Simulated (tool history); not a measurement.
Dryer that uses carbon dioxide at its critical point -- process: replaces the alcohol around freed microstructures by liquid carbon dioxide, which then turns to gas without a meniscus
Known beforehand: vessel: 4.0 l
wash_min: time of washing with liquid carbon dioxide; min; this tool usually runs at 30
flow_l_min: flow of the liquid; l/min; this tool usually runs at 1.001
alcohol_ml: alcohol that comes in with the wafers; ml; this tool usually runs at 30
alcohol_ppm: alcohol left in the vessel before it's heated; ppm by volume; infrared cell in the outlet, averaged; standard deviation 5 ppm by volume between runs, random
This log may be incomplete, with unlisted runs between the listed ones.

run 1 day=0.000 | wash_min=30 flow_l_min=1.001 alcohol_ml=30 | alcohol_ppm=72
-- day=1.717 inlet filter changed
run 2 day=2.242 | wash_min=30 flow_l_min=1.001 alcohol_ml=30 | alcohol_ppm=55
run 3 day=4.329 | wash_min=30 flow_l_min=1.001 alcohol_ml=30 | alcohol_ppm=43
run 4 day=5.858 | wash_min=30 flow_l_min=1.240 alcohol_ml=30 | alcohol_ppm=24
run 5 day=7.938 | wash_min=30 flow_l_min=1.001 alcohol_ml=30 | alcohol_ppm=59
run 6 day=9.754 | wash_min=30 flow_l_min=1.001 alcohol_ml=30 | alcohol_ppm=51
run 7 day=12.283 | wash_min=30 flow_l_min=1.001 alcohol_ml=30 | alcohol_ppm=62
run 8 day=13.850 | wash_min=30 flow_l_min=1.001 alcohol_ml=30 | alcohol_ppm=66
run 9 day=15.388 | wash_min=29 flow_l_min=1.001 alcohol_ml=30 | alcohol_ppm=72
run 10 day=16.479 | wash_min=29 flow_l_min=1.001 alcohol_ml=30 | alcohol_ppm=75
run 11 day=17.608 | wash_min=29 flow_l_min=1.001 alcohol_ml=30 | alcohol_ppm=69
run 12 day=19.758 | wash_min=29 flow_l_min=1.001 alcohol_ml=30 | alcohol_ppm=75
run 13 day=21.729 | wash_min=29 flow_l_min=1.001 alcohol_ml=30 | alcohol_ppm=83
run 14 day=23.229 | wash_min=30 flow_l_min=1.001 alcohol_ml=64 | alcohol_ppm=117
run 15 day=25.312 | wash_min=30 flow_l_min=1.001 alcohol_ml=64 | alcohol_ppm=123
run 16 day=26.371 | wash_min=30 flow_l_min=1.001 alcohol_ml=49 | alcohol_ppm=107
run 17 day=28.500 | wash_min=36 flow_l_min=1.001 alcohol_ml=30 | alcohol_ppm=56
run 18 day=30.550 | wash_min=36 flow_l_min=1.001 alcohol_ml=30 | alcohol_ppm=68
run 19 day=32.271 | wash_min=30 flow_l_min=1.001 alcohol_ml=38 | alcohol_ppm=92
run 20 day=33.492 | wash_min=30 flow_l_min=1.001 alcohol_ml=30 | alcohol_ppm=76
run 21 day=35.488 | wash_min=30 flow_l_min=1.001 alcohol_ml=30 | alcohol_ppm=89
run 22 day=37.592 | wash_min=30 flow_l_min=1.001 alcohol_ml=30 | alcohol_ppm=99
run 23 day=38.783 | wash_min=30 flow_l_min=1.001 alcohol_ml=30 | alcohol_ppm=98
run 24 day=40.946 | wash_min=30 flow_l_min=1.001 alcohol_ml=65 | alcohol_ppm=154
run 25 day=43.300 | wash_min=30 flow_l_min=1.001 alcohol_ml=65 | alcohol_ppm=164
run 26 day=44.792 | wash_min=22 flow_l_min=0.730 alcohol_ml=23 | alcohol_ppm=454
-- day=45.504 inlet filter changed
run 27 day=46.304 | wash_min=30 flow_l_min=0.620 alcohol_ml=30 | alcohol_ppm=271
run 28 day=47.979 | wash_min=30 flow_l_min=0.620 alcohol_ml=30 | alcohol_ppm=287
run 29 day=49.992 | wash_min=28 flow_l_min=0.960 alcohol_ml=109 | alcohol_ppm=246
run 30 day=51.758 | wash_min=28 flow_l_min=0.960 alcohol_ml=109 | alcohol_ppm=245
run 31 day=54.267 | wash_min=28 flow_l_min=0.960 alcohol_ml=32 | alcohol_ppm=123
run 32 day=56.354 | wash_min=35 flow_l_min=0.970 alcohol_ml=29 | alcohol_ppm=88
run 33 day=58.471 | wash_min=35 flow_l_min=0.970 alcohol_ml=29 | alcohol_ppm=86
-- day=60.146 purifier's bed changed
run 34 day=60.933 | wash_min=35 flow_l_min=0.970 alcohol_ml=29 | alcohol_ppm=13
run 35 day=63.029 | wash_min=35 flow_l_min=0.970 alcohol_ml=29 | alcohol_ppm=14
run 36 day=64.738 | wash_min=30 flow_l_min=1.080 alcohol_ml=30 | alcohol_ppm=31
run 37 day=67.192 | wash_min=38 flow_l_min=0.620 alcohol_ml=26 | alcohol_ppm=114
run 38 day=69.650 | wash_min=23 flow_l_min=1.630 alcohol_ml=112 | alcohol_ppm=56
run 39 day=71.288 | wash_min=23 flow_l_min=1.630 alcohol_ml=112 | alcohol_ppm=52
run 40 day=72.800 | wash_min=19 flow_l_min=1.620 alcohol_ml=70 | alcohol_ppm=95
run 41 day=74.504 | wash_min=36 flow_l_min=1.020 alcohol_ml=89 | alcohol_ppm=54
run 42 day=76.629 | wash_min=20 flow_l_min=1.020 alcohol_ml=110 | alcohol_ppm=803
run 43 day=78.458 | wash_min=31 flow_l_min=0.900 alcohol_ml=62 | alcohol_ppm=141
run 44 day=80.425 | wash_min=25 flow_l_min=1.170 alcohol_ml=45 | alcohol_ppm=95
run 45 day=82.117 | wash_min=40 flow_l_min=0.740 alcohol_ml=84 | alcohol_ppm=162
run 46 day=83.567 | wash_min=40 flow_l_min=0.740 alcohol_ml=84 | alcohol_ppm=163
run 47 day=85.650 | wash_min=40 flow_l_min=0.740 alcohol_ml=84 | alcohol_ppm=172
run 48 day=87.554 | wash_min=19 flow_l_min=1.001 alcohol_ml=83 | alcohol_ppm=891

What if the next run were any one of these 3? Each begins from the tool's condition after run 48:
-- day=89.292 inlet filter changed
run A day=89.292 | wash_min=19 flow_l_min=1.001 alcohol_ml=93 | alcohol_ppm=?
-- day=89.292 inlet filter changed
run B day=89.292 | wash_min=35 flow_l_min=1.160 alcohol_ml=72 | alcohol_ppm=?
-- day=89.292 inlet filter changed
run C day=89.292 | wash_min=28 flow_l_min=1.410 alcohol_ml=20 | alcohol_ppm=?

run=A alcohol_ppm=670
run=B alcohol_ppm=42
run=C alcohol_ppm=36
Stripped of hidden state, with their random variation kept, the same runs would have yielded:
run=A alcohol_ppm=636
run=B alcohol_ppm=14
run=C alcohol_ppm=7
